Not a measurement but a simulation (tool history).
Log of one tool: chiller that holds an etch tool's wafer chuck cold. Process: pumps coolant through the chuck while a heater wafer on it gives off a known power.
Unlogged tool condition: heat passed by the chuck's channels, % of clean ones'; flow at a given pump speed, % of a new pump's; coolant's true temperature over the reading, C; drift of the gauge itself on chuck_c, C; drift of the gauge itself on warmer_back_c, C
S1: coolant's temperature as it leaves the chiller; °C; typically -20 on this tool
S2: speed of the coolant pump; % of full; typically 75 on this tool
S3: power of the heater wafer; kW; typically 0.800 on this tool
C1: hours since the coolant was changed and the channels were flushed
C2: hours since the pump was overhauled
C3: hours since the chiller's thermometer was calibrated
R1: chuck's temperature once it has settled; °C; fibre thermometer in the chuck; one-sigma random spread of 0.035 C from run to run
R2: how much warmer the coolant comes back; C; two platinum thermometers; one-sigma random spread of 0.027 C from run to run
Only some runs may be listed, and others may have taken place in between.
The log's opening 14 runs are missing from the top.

{"run": 15, "hour": 1013.3, "S1": -20, "S2": 64, "S3": 0.8, "C1": 1809, "C2": 3825, "C3": 1616, "R1": -12.98, "R2": 4.26}
{"run": 16, "hour": 1105.9, "S1": -20, "S2": 75, "S3": 0.8, "C1": 1901, "C2": 3917, "C3": 1709, "R1": -14.01, "R2": 3.5}
{"run": 17, "hour": 1158.2, "S1": -20, "S2": 75, "S3": 0.8, "C1": 1954, "C2": 3969, "C3": 1761, "R1": -14.0, "R2": 3.48}
{"run": 18, "hour": 1227.4, "S1": -20, "S2": 75, "S3": 0.8, "C1": 2023, "C2": 4039, "C3": 1830, "R1": -14.0, "R2": 3.47}
{"hour": 1300.9, "done": "gauge calibrated"}
{"run": 19, "hour": 1300.9, "S1": -19, "S2": 75, "S3": 0.674, "C1": 2096, "C2": 4112, "C3": 1904, "R1": -13.96, "R2": 3.16}
{"run": 20, "hour": 1393.8, "S1": -25, "S2": 98, "S3": 0.621, "C1": 2189, "C2": 4205, "C3": 1997, "R1": -21.31, "R2": 2.13}
{"run": 21, "hour": 1477.2, "S1": -25, "S2": 98, "S3": 0.621, "C1": 2272, "C2": 4288, "C3": 2080, "R1": -21.32, "R2": 2.14}
{"run": 22, "hour": 1544.1, "S1": -20, "S2": 74, "S3": 0.633, "C1": 2339, "C2": 4355, "C3": 2147, "R1": -15.1, "R2": 2.97}
{"run": 23, "hour": 1589.0, "S1": -20, "S2": 74, "S3": 0.633, "C1": 2384, "C2": 4400, "C3": 2192, "R1": -15.09, "R2": 2.95}
{"run": 24, "hour": 1644.5, "S1": -20, "S2": 97, "S3": 0.487, "C1": 2440, "C2": 4456, "C3": 2248, "R1": -17.14, "R2": 1.66}
{"run": 25, "hour": 1736.1, "S1": -20, "S2": 97, "S3": 0.487, "C1": 2531, "C2": 4547, "C3": 2339, "R1": -17.17, "R2": 1.64}
{"run": 26, "hour": 1806.3, "S1": -20, "S2": 97, "S3": 0.487, "C1": 2602, "C2": 4618, "C3": 2409, "R1": -17.15, "R2": 1.61}
{"run": 27, "hour": 1901.3, "S1": -20, "S2": 97, "S3": 0.487, "C1": 2697, "C2": 4713, "C3": 2504, "R1": -17.14, "R2": 1.56}
{"run": 28, "hour": 1999.0, "S1": -29, "S2": 63, "S3": 0.578, "C1": 2794, "C2": 4810, "C3": 2602, "R1": -23.84, "R2": 3.16}
{"run": 29, "hour": 2075.0, "S1": -11, "S2": 75, "S3": 0.8, "C1": 2870, "C2": 4886, "C3": 2678, "R1": -4.99, "R2": 3.57}
{"run": 30, "hour": 2163.9, "S1": -15, "S2": 84, "S3": 0.719, "C1": 2959, "C2": 4975, "C3": 2767, "R1": -10.11, "R2": 2.83}
{"run": 31, "hour": 2228.2, "S1": -16, "S2": 61, "S3": 0.8, "C1": 3023, "C2": 5039, "C3": 2831, "R1": -8.71, "R2": 4.52}

Alternative continuations, all from the tool just after run 31; predict every row:
{"run": "A", "hour": 2277.8, "S1": -24, "S2": 75, "S3": 0.8, "C1": 3073, "C2": 5089, "C3": 2881, "R1": "?", "R2": "?"}
{"run": "B", "hour": 2277.8, "S1": -18, "S2": 75, "S3": 0.8, "C1": 3073, "C2": 5089, "C3": 2881, "R1": "?", "R2": "?"}
{"run": "C", "hour": 2277.8, "S1": -15, "S2": 70, "S3": 0.978, "C1": 3073, "C2": 5089, "C3": 2881, "R1": "?", "R2": "?"}

run=A R1=-17.91 R2=3.50
run=B R1=-12.00 R2=3.60
run=C R1=-7.13 R2=4.73
With the hidden condition removed and each run's random variation left untouched, the same runs would have given:
run=A R1=-17.91 R2=3.68
run=B R1=-12.00 R2=3.78
run=C R1=-7.13 R2=4.90

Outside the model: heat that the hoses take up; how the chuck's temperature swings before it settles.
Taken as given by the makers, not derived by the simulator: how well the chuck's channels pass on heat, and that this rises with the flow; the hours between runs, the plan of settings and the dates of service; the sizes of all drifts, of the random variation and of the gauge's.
